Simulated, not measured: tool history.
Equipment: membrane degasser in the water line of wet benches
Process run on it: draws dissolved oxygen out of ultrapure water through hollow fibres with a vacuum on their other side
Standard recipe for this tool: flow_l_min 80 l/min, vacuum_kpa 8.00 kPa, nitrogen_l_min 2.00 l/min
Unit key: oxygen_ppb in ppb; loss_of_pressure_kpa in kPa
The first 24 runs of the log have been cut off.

run	hour	flow_l_min	vacuum_kpa	nitrogen_l_min	oxygen_ppb	loss_of_pressure_kpa
25	844.0	80	8.00	2.49	320.2	68.67
26	880.2	80	8.00	2.49	320.3	69.07
27	931.4	80	8.00	2.49	320.3	68.92
28	956.0	92	11.42	3.81	431.1	78.79
29	1000.2	80	11.42	1.80	677.8	68.85
30	1036.8	64	12.21	2.00	570.2	54.79
31	1070.3	70	8.00	2.00	336.1	59.99
32	1091.6	102	7.05	1.22	537.2	87.82

Each row is a separate what-if for the run after 32, all from the same tool condition, not one after another. Results?
A	1130.4	68	7.05	1.22	?	?
B	1130.4	103	8.00	2.00	?	?
C	1130.4	81	17.86	3.55	?	?

run	oxygen_ppb	loss_of_pressure_kpa
A	386.9	58.83
B	485.1	88.20
C	692.7	69.15
What these runs would have given with no unlogged condition in the tool:
run	oxygen_ppb	loss_of_pressure_kpa
A	386.7	58.02
B	482.7	86.98
C	691.6	68.20
